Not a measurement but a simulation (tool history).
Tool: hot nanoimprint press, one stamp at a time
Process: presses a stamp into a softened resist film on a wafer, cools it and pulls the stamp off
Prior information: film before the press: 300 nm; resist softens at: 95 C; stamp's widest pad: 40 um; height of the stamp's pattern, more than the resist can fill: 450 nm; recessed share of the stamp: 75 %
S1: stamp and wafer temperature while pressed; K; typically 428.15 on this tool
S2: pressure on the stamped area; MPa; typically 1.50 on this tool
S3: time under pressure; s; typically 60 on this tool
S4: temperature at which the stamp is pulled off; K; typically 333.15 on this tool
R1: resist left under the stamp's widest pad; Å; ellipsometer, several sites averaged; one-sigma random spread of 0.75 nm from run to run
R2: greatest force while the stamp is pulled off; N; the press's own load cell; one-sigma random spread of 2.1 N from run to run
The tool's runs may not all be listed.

Run 1, hour 0.0: usual settings. Result: R1 1558 Å, R2 114 N.
Run 2, hour 17.3: usual settings. Result: R1 1545 Å, R2 117 N.
Run 3, hour 25.5: usual settings but S3 97 s. Result: R1 1301 Å, R2 116 N.
Run 4, hour 40.5: usual settings but S3 80 s. Result: R1 1409 Å, R2 117 N.
Run 5, hour 52.3: usual settings but S3 80 s. Result: R1 1381 Å, R2 115 N.
Run 6, hour 63.3: usual settings but S3 80 s. Result: R1 1405 Å, R2 116 N.
Run 7, hour 77.8: usual settings but S3 80 s. Result: R1 1403 Å, R2 114 N.
Run 8, hour 91.4: usual settings but S3 80 s. Result: R1 1397 Å, R2 113 N.
Run 9, hour 110.5: usual settings. Result: R1 1571 Å, R2 114 N.
Run 10, hour 122.2: usual settings but S1 432.15 K. Result: R1 1221 Å, R2 120 N.
Run 11, hour 139.1: usual settings but S2 1.04 MPa. Result: R1 1792 Å, R2 111 N.
Run 12, hour 158.6: usual settings but S2 1.04 MPa. Result: R1 1811 Å, R2 115 N.
Run 13, hour 169.5: usual settings but S2 1.04 MPa. Result: R1 1814 Å, R2 113 N.
Run 14, hour 182.1: usual settings but S2 1.04 MPa, S3 50 s. Result: R1 1915 Å, R2 115 N.
Run 15, hour 190.5: usual settings. Result: R1 1589 Å, R2 112 N.
Run 16, hour 204.4: usual settings. Result: R1 1588 Å, R2 114 N.
Run 17, hour 223.1: usual settings. Result: R1 1576 Å, R2 116 N.
Run 18, hour 238.2: usual settings but S2 1.86 MPa, S3 41 s, S4 321.15 K. Result: R1 1663 Å, R2 158 N.
Run 19, hour 256.0: usual settings but S4 326.15 K. Result: R1 1585 Å, R2 138 N.
At hour 263.9: gauge calibrated.
Run 20, hour 270.1: usual settings but S2 1.92 MPa, S4 327.15 K. Result: R1 1399 Å, R2 137 N.
Run 21, hour 280.4: usual settings but S2 1.92 MPa, S4 327.15 K. Result: R1 1406 Å, R2 137 N.
Run 22, hour 296.2: usual settings but S1 425.15 K, S2 1.23 MPa. Result: R1 1958 Å, R2 109 N.
Run 23, hour 305.3: usual settings but S1 429.15 K, S2 1.23 MPa, S3 78 s. Result: R1 1435 Å, R2 116 N.
Run 24, hour 315.3: usual settings but S2 1.24 MPa, S3 93 s, S4 319.15 K. Result: R1 1422 Å, R2 169 N.
Run 25, hour 323.5: usual settings but S1 430.15 K, S2 1.48 MPa, S3 75 s, S4 338.15 K. Result: R1 1267 Å, R2 98 N.
Run 26, hour 342.2: usual settings but S1 418.15 K, S2 0.92 MPa, S3 45 s, S4 336.15 K. Result: R1 2765 Å, R2 107 N.
Run 27, hour 353.7: usual settings but S1 418.15 K, S2 0.92 MPa, S3 45 s, S4 336.15 K. Result: R1 2754 Å, R2 108 N.
Run 28, hour 369.0: usual settings but S1 418.15 K, S2 0.92 MPa, S3 45 s, S4 336.15 K. Result: R1 2771 Å, R2 106 N.
Run 29, hour 385.7: usual settings but S1 437.15 K, S2 1.03 MPa, S3 36 s, S4 329.15 K. Result: R1 1313 Å, R2 129 N.
Run 30, hour 401.1: usual settings but S1 421.15 K, S3 70 s. Result: R1 2180 Å, R2 113 N.

Predict each of these 4 candidate next runs independently; none follows another, all start after run 30:
Run A, hour 410.1: usual settings but S1 433.15 K, S3 70 s. Result: R1 ?, R2 ?.
Run B, hour 410.1: usual settings but S1 430.15 K, S3 33 s, S4 326.15 K. Result: R1 ?, R2 ?.
Run C, hour 410.1: usual settings but S2 1.20 MPa, S3 81 s. Result: R1 ?, R2 ?.
Run D, hour 410.1: usual settings but S1 424.15 K, S2 2.05 MPa, S3 70 s. Result: R1 ?, R2 ?.

run    R1   R2
  A  1071  114
  B  1705  136
  C  1540  116
  D  1678  115
With no hidden state in the tool, these same runs would have given:
run    R1   R2
  A  1059  113
  B  1685  135
  C  1523  115
  D  1659  114
